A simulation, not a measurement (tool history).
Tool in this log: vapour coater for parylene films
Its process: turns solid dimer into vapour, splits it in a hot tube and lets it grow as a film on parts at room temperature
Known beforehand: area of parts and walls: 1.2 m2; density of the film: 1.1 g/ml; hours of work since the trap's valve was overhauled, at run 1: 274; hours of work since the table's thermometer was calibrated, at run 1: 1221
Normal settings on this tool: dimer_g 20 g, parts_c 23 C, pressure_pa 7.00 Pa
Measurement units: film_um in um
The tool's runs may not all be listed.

| run | hour | dimer_g | parts_c | pressure_pa | hours of work since the trap's valve was overhauled | hours of work since the table's thermometer was calibrated | film_um |
|---|---|---|---|---|---|---|---|
| 1 | 0.0 | 20 | 23 | 7.00 | 274 | 1221 | 7.73 |
| 2 | 29.3 | 20 | 23 | 7.00 | 295 | 1243 | 7.66 |
| 3 | 83.6 | 20 | 23 | 7.00 | 335 | 1282 | 7.47 |
| 4 | 117.4 | 20 | 23 | 7.00 | 359 | 1307 | 7.57 |
| 5 | 147.1 | 20 | 23 | 7.00 | 381 | 1328 | 7.42 |
| 6 | 206.2 | 20 | 23 | 7.00 | 424 | 1371 | 7.28 |
|  | 266.6 | trap's valve overhauled |
| 7 | 272.8 | 20 | 23 | 7.00 | 5 | 1417 | 6.96 |
| 8 | 313.0 | 20 | 23 | 2.24 | 34 | 1446 | 7.83 |
| 9 | 363.4 | 11 | 23 | 7.00 | 70 | 1483 | 3.72 |
| 10 | 424.3 | 12 | 23 | 7.00 | 115 | 1527 | 4.04 |
| 11 | 492.6 | 12 | 21 | 7.00 | 165 | 1577 | 4.18 |
| 12 | 539.5 | 20 | 23 | 7.00 | 199 | 1611 | 6.32 |
| 13 | 596.0 | 20 | 23 | 11.26 | 240 | 1652 | 5.88 |
|  | 620.6 | trap's valve overhauled, once more |
| 14 | 629.0 | 20 | 23 | 11.26 | 6 | 1673 | 7.88 |
| 15 | 680.3 | 20 | 23 | 11.26 | 43 | 1711 | 7.73 |
| 16 | 729.8 | 20 | 23 | 7.00 | 80 | 1747 | 8.09 |
| 17 | 784.3 | 20 | 23 | 7.00 | 119 | 1787 | 7.97 |
| 18 | 853.2 | 10 | 29 | 5.01 | 169 | 1837 | 3.49 |
| 19 | 891.1 | 22 | 30 | 9.89 | 197 | 1864 | 6.70 |
| 20 | 928.8 | 22 | 17 | 9.89 | 225 | 1892 | 9.69 |
| 21 | 965.6 | 22 | 33 | 5.51 | 251 | 1919 | 6.46 |
| 22 | 1021.2 | 24 | 33 | 2.91 | 292 | 1959 | 7.48 |
| 23 | 1068.7 | 24 | 33 | 2.91 | 326 | 1994 | 7.37 |
| 24 | 1122.7 | 20 | 23 | 4.84 | 366 | 2033 | 7.71 |
| 25 | 1171.9 | 13 | 21 | 7.00 | 402 | 2069 | 4.97 |
| 26 | 1231.8 | 13 | 21 | 7.00 | 445 | 2112 | 4.85 |
|  | 1262.4 | trap's valve overhauled |
| 27 | 1268.3 | 13 | 21 | 7.00 | 4 | 2136 | 5.67 |
| 28 | 1336.7 | 8 | 17 | 6.93 | 54 | 2186 | 3.92 |
| 29 | 1386.2 | 33 | 35 | 6.93 | 90 | 2222 | 9.33 |
| 30 | 1431.0 | 33 | 35 | 6.93 | 123 | 2255 | 9.18 |
| 31 | 1465.4 | 19 | 15 | 8.66 | 148 | 2280 | 9.14 |
|  | 1534.8 | table's thermometer calibrated |
| 32 | 1534.8 | 13 | 21 | 8.66 | 198 | 0 | 5.36 |
| 33 | 1595.2 | 13 | 21 | 8.66 | 242 | 44 | 5.23 |
| 34 | 1661.1 | 13 | 23 | 8.55 | 290 | 92 | 4.92 |

Branching from run 34: 5 alternative next runs. What would each branch give?
| A | 1699.2 | 8 | 20 | 7.34 | 317 | 120 | ? |
| B | 1699.2 | 27 | 18 | 5.37 | 317 | 120 | ? |
| C | 1699.2 | 20 | 22 | 10.03 | 317 | 120 | ? |
| D | 1699.2 | 10 | 31 | 9.87 | 317 | 120 | ? |
| E | 1699.2 | 20 | 21 | 6.50 | 317 | 120 | ? |

| run | film_um |
|---|---|
| A | 3.35 |
| B | 12.42 |
| C | 7.34 |
| D | 2.91 |
| E | 8.37 |
What these runs would have given with no unlogged condition in the tool:
| run | film_um |
|---|---|
| A | 3.74 |
| B | 13.89 |
| C | 8.22 |
| D | 3.26 |
| E | 9.36 |
